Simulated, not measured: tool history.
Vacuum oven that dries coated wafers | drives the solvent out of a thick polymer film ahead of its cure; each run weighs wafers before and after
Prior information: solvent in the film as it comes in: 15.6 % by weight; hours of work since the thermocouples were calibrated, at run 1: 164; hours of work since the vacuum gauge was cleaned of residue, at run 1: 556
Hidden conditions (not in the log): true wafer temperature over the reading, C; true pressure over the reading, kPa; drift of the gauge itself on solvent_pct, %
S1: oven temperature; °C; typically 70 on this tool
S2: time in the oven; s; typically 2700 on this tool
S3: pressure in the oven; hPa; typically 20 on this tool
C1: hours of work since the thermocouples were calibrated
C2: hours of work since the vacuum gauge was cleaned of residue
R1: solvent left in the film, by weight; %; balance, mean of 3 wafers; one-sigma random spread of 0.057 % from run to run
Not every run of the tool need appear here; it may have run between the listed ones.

{"run": 1, "hour": 0.0, "S1": 70, "S2": 2700, "S3": 20, "C1": 164, "C2": 556, "R1": 2.55}
{"run": 2, "hour": 23.9, "S1": 70, "S2": 2700, "S3": 20, "C1": 179, "C2": 571, "R1": 2.5}
{"run": 3, "hour": 58.4, "S1": 70, "S2": 2700, "S3": 20, "C1": 201, "C2": 594, "R1": 2.43}
{"run": 4, "hour": 88.0, "S1": 70, "S2": 2700, "S3": 20, "C1": 221, "C2": 613, "R1": 2.54}
{"run": 5, "hour": 126.6, "S1": 70, "S2": 2100, "S3": 20, "C1": 245, "C2": 638, "R1": 3.28}
{"run": 6, "hour": 155.9, "S1": 56, "S2": 2700, "S3": 20, "C1": 264, "C2": 657, "R1": 6.59}
{"run": 7, "hour": 194.4, "S1": 56, "S2": 3180, "S3": 20, "C1": 289, "C2": 682, "R1": 5.91}
{"run": 8, "hour": 221.2, "S1": 56, "S2": 3180, "S3": 27.1, "C1": 307, "C2": 699, "R1": 6.52}
{"run": 9, "hour": 266.0, "S1": 56, "S2": 3180, "S3": 27.1, "C1": 336, "C2": 728, "R1": 6.66}
{"run": 10, "hour": 307.1, "S1": 77, "S2": 3180, "S3": 46.8, "C1": 362, "C2": 754, "R1": 2.25}
{"run": 11, "hour": 345.4, "S1": 77, "S2": 3780, "S3": 46.8, "C1": 387, "C2": 779, "R1": 2.13}
{"run": 12, "hour": 384.7, "S1": 74, "S2": 3780, "S3": 46.8, "C1": 412, "C2": 804, "R1": 2.43}
{"run": 13, "hour": 424.8, "S1": 75, "S2": 4740, "S3": 20.3, "C1": 438, "C2": 830, "R1": 1}
{"run": 14, "hour": 460.0, "S1": 75, "S2": 4740, "S3": 20.3, "C1": 461, "C2": 853, "R1": 1.06}
{"run": 15, "hour": 505.0, "S1": 77, "S2": 1560, "S3": 13.3, "C1": 490, "C2": 882, "R1": 2.1}
{"run": 16, "hour": 523.5, "S1": 83, "S2": 1560, "S3": 13.3, "C1": 502, "C2": 894, "R1": 1.12}

Branching from run 16: 4 alternative next runs. What would each branch give?
{"run": "A", "hour": 554.2, "S1": 75, "S2": 1560, "S3": 13.3, "C1": 522, "C2": 914, "R1": "?"}
{"run": "B", "hour": 554.2, "S1": 64, "S2": 2700, "S3": 20, "C1": 522, "C2": 914, "R1": "?"}
{"run": "C", "hour": 554.2, "S1": 60, "S2": 1560, "S3": 13.3, "C1": 522, "C2": 914, "R1": "?"}
{"run": "D", "hour": 554.2, "S1": 81, "S2": 3420, "S3": 46.8, "C1": 522, "C2": 914, "R1": "?"}

run=A R1=2.65
run=B R1=3.92
run=C R1=7.11
run=D R1=1.72
With the hidden condition removed and each run's random variation left untouched, the same runs would have given:
run=A R1=3
run=B R1=4.31
run=C R1=7.51
run=D R1=1.8

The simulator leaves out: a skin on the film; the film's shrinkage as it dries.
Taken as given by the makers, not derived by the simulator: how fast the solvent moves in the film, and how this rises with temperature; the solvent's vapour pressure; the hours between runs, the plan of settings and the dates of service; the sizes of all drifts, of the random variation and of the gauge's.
